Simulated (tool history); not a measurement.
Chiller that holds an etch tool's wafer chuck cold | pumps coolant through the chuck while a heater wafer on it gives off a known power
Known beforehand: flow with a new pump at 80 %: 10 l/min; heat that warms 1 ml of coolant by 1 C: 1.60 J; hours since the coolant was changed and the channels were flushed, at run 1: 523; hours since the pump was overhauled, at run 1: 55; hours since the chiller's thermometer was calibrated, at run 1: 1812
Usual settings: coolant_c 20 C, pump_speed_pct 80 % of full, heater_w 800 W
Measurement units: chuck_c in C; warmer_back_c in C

run,hour,coolant_c,pump_speed_pct,heater_w,hours since the coolant was changed and the channels were flushed,hours since the pump was overhauled,hours since the chiller's thermometer was calibrated,chuck_c,warmer_back_c
1,0.0,20,80,800,523,55,1812,27.8,2.98
2,20.3,20,80,800,543,75,1832,27.7,3.01
3,34.5,20,80,708,557,90,1846,26.7,2.68
4,63.7,20,80,800,587,119,1875,27.8,2.99
5,91.4,20,80,800,614,146,1903,27.9,2.99
6,115.2,20,80,800,638,170,1927,27.8,3.06
7,131.9,20,80,800,655,187,1944,27.9,3.00
8,149.5,20,80,800,672,205,1961,27.7,3.02
9,172.5,20,80,800,695,228,1984,27.7,3.01
10,201.4,20,80,1165,724,257,2013,31.5,4.36
11,229.4,22,80,1165,752,285,2041,33.3,4.31
12,252.8,22,80,1165,776,308,2064,33.4,4.34
13,281.4,20,80,800,804,336,2093,27.7,3.06
14,299.7,20,80,1197,823,355,2111,31.7,4.52
15,314.8,20,80,1197,838,370,2126,31.7,4.55
16,338.6,20,80,1197,862,394,2150,31.6,4.49
# hour 345.8: coolant pump overhauled
17,364.7,20,80,1197,883,19,2171,31.6,4.55
18,381.0,10,96,1197,899,35,2188,20.1,3.68
# hour 394.6: coolant pump overhauled, once more
19,417.2,11,66,406,930,23,2219,15.5,1.85
20,432.6,12,62,469,946,38,2234,17.5,2.33
21,448.6,28,71,782,962,54,2250,36.4,3.35
22,480.3,14,74,521,993,86,2282,19.3,2.14
23,497.5,15,74,521,1011,103,2299,20.4,2.11
24,529.0,15,74,521,1042,134,2331,20.5,2.18
25,544.2,15,74,521,1057,150,2346,20.3,2.12
26,563.2,12,95,800,1076,169,2365,18.9,2.53
27,589.7,12,95,800,1103,195,2391,18.8,2.50
28,604.5,12,95,800,1118,210,2406,18.8,2.54
29,627.7,20,80,809,1141,233,2429,27.8,3.05
30,648.5,18,97,800,1162,254,2450,24.6,2.37

Across each entry between runs, compare the hidden state at the last listed run before it with the hidden state at the first listed run after it:
Run 16 -> run 17: coolant pump overhauled (hour 345.8)
  flow at a given pump speed, % of a new pump's: 99.5 -> 99.3; coolant's true temperature over the reading, C: -0.16 -> -0.17
Run 18 -> run 19: coolant pump overhauled, once more (hour 394.6)
  flow at a given pump speed, % of a new pump's: 99.3 -> 99.9
